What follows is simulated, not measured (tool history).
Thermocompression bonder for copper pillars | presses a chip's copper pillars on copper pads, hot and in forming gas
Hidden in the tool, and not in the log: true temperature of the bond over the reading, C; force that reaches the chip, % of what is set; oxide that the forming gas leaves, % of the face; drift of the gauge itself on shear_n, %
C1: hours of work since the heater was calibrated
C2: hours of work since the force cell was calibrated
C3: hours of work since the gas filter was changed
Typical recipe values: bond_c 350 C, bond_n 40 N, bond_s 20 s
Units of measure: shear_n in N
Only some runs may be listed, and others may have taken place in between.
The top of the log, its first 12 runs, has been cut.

run 13 day=3.758 | bond_c=375 bond_n=40 bond_s=20 | C1=529 C2=57 C3=270 | shear_n=58.4
run 14 day=4.083 | bond_c=350 bond_n=40 bond_s=20 | C1=533 C2=62 C3=274 | shear_n=48.7
run 15 day=4.325 | bond_c=330 bond_n=40 bond_s=20 | C1=537 C2=65 C3=277 | shear_n=40.4
run 16 day=4.504 | bond_c=330 bond_n=40 bond_s=20 | C1=539 C2=67 C3=280 | shear_n=40.7
-- day=4.558 forming gas filter changed
run 17 day=4.821 | bond_c=350 bond_n=40 bond_s=20 | C1=543 C2=71 C3=4 | shear_n=49.9
run 18 day=5.242 | bond_c=350 bond_n=40 bond_s=20 | C1=549 C2=77 C3=9 | shear_n=49.5
run 19 day=5.417 | bond_c=350 bond_n=40 bond_s=20 | C1=551 C2=79 C3=12 | shear_n=49.3
run 20 day=5.629 | bond_c=350 bond_n=40 bond_s=20 | C1=554 C2=82 C3=14 | shear_n=48.7
run 21 day=5.962 | bond_c=350 bond_n=40 bond_s=20 | C1=559 C2=87 C3=19 | shear_n=50.1
run 22 day=6.204 | bond_c=350 bond_n=25 bond_s=30 | C1=562 C2=90 C3=22 | shear_n=38.0
run 23 day=6.558 | bond_c=365 bond_n=47 bond_s=41 | C1=567 C2=95 C3=27 | shear_n=76.7
run 24 day=6.971 | bond_c=365 bond_n=47 bond_s=41 | C1=572 C2=100 C3=33 | shear_n=78.1
run 25 day=7.196 | bond_c=369 bond_n=24 bond_s=23 | C1=575 C2=103 C3=36 | shear_n=38.9
run 26 day=7.438 | bond_c=350 bond_n=40 bond_s=20 | C1=578 C2=107 C3=39 | shear_n=49.7
run 27 day=7.758 | bond_c=372 bond_n=26 bond_s=20 | C1=583 C2=111 C3=43 | shear_n=39.8
run 28 day=8.017 | bond_c=372 bond_n=26 bond_s=20 | C1=586 C2=115 C3=47 | shear_n=40.0
run 29 day=8.433 | bond_c=372 bond_n=26 bond_s=20 | C1=592 C2=120 C3=52 | shear_n=40.1
run 30 day=8.854 | bond_c=373 bond_n=45 bond_s=22 | C1=598 C2=126 C3=58 | shear_n=65.7
run 31 day=9.233 | bond_c=353 bond_n=48 bond_s=20 | C1=603 C2=131 C3=63 | shear_n=58.5
run 32 day=9.617 | bond_c=362 bond_n=32 bond_s=18 | C1=608 C2=136 C3=68 | shear_n=42.8

For run 33, what comes out?
run 33 day=9.875 | bond_c=328 bond_n=48 bond_s=18 | C1=611 C2=140 C3=72 | shear_n=?

{"run 33": {"shear_n": 46.3}}
Minus the tool's unlogged condition, the same run would have read shear_n 46.6 N.
